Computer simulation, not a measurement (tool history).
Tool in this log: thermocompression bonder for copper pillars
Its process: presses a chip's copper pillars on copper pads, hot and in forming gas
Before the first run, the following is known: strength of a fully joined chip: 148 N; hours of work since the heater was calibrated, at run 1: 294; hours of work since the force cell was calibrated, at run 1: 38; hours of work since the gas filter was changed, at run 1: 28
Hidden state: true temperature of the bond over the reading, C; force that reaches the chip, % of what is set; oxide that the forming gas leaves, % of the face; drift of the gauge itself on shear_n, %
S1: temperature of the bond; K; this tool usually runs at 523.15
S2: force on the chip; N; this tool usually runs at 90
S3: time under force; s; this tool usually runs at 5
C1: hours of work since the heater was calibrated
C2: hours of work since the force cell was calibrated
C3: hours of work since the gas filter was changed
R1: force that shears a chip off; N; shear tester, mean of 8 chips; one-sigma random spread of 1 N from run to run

| run | day | S1 | S2 | S3 | C1 | C2 | C3 | R1 |
|---|---|---|---|---|---|---|---|---|
| 1 | 0 | 523.15 | 90 | 5 | 294 | 38 | 28 | 94.4 |
| 2 | 0.225 | 523.15 | 90 | 5 | 297 | 41 | 31 | 91.2 |
| 3 | 0.512 | 513.15 | 90 | 5 | 301 | 45 | 35 | 81.4 |
| 4 | 0.721 | 513.15 | 90 | 5 | 304 | 48 | 38 | 82.6 |
| 5 | 0.904 | 513.15 | 90 | 5 | 307 | 50 | 40 | 81.5 |
| 6 | 1.3 | 513.15 | 90 | 5 | 312 | 56 | 46 | 80.9 |
| 7 | 1.542 | 523.15 | 86 | 5 | 315 | 59 | 49 | 91.3 |
|  | 1.621 | force cell calibrated |
| 8 | 1.988 | 544.15 | 131 | 13 | 321 | 5 | 54 | 139.4 |
| 9 | 2.188 | 544.15 | 68 | 5 | 323 | 8 | 57 | 104.9 |
| 10 | 2.358 | 544.15 | 68 | 5 | 326 | 10 | 59 | 106.3 |
|  | 2.575 | force cell calibrated, once more |
| 11 | 2.679 | 544.15 | 68 | 6 | 329 | 1 | 63 | 110.9 |
| 12 | 3.075 | 499.15 | 90 | 13 | 335 | 7 | 68 | 88.3 |
| 13 | 3.258 | 545.15 | 90 | 12 | 337 | 9 | 71 | 133.4 |

Alternative continuations, all from the tool just after run 13; predict every row:
| A | 3.517 | 545.15 | 87 | 10 | 341 | 13 | 74 | ? |
| B | 3.517 | 528.15 | 101 | 7 | 341 | 13 | 74 | ? |
| C | 3.517 | 499.15 | 90 | 12 | 341 | 13 | 74 | ? |
| D | 3.517 | 517.15 | 90 | 12 | 341 | 13 | 74 | ? |

| run | R1 |
|---|---|
| A | 126.4 |
| B | 110.5 |
| C | 85.8 |
| D | 107.3 |
With the hidden condition removed and each run's random variation left untouched, the same runs would have given:
| run | R1 |
|---|---|
| A | 126.4 |
| B | 109.3 |
| C | 83.6 |
| D | 105.8 |
